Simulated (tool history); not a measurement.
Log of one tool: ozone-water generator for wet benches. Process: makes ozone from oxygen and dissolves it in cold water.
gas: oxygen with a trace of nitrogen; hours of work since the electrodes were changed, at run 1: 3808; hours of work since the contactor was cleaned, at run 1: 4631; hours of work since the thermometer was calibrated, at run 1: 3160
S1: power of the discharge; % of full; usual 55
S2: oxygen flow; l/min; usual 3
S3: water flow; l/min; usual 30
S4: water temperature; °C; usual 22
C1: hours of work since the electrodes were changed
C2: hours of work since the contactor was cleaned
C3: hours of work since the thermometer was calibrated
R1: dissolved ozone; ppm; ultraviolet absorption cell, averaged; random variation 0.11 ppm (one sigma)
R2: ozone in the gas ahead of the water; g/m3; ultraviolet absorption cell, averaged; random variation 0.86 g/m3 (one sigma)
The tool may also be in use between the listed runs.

run    hour  S1    S2  S3  S4    C1    C2    C3   R1     R2
  1       0  55     3  30  22  3808  4631  3160  7.8  132.1
  2      69  55     3  30  22  3851  4673  3203  7.6  131.1
  3   198.3  55     3  30  30  3931  4753  3282  7.3  131.2
  4   326.7  55     3  27  22  4010  4833  3362  8.3  130.6
  5   484.5  55     3  30  22  4108  4930  3459  7.5  130.8
  6   556.4  55     3  30  22  4152  4974  3504  7.5  129.8
  7   718.3  55     3  30  22  4252  5074  3604  7.6  129.2
  8   809.8  55     3  30  22  4309  5131  3660  7.3  129.6
  9   945.5  55     3  30  22  4392  5215  3744  7.3  129.2
 10  1093.4  40     3  26  25  4484  5306  3835  6.6  103.8
     1153.7  -- contactor cleaned
 11  1172.2  55     3  30  19  4530    11  3882  8.1    129
 12    1333  48     3  30  19  4629   111  3981  7.4  117.6
 13  1412.4  55   2.6  30  19  4678   160  4030  7.9  138.6
 14  1480.1  46  2.79  30  22  4720   202  4072  6.8  118.9

The next listed run, before its measurement:
 15  1638.3  50  2.79  35  22  4818  299  4170   ?   ?

{"run 15": {"R1": 6.3, "R2": 124.8}}
Without the tool's hidden state the same run would have given R1 6.9 ppm, R2 135.6 g/m3.

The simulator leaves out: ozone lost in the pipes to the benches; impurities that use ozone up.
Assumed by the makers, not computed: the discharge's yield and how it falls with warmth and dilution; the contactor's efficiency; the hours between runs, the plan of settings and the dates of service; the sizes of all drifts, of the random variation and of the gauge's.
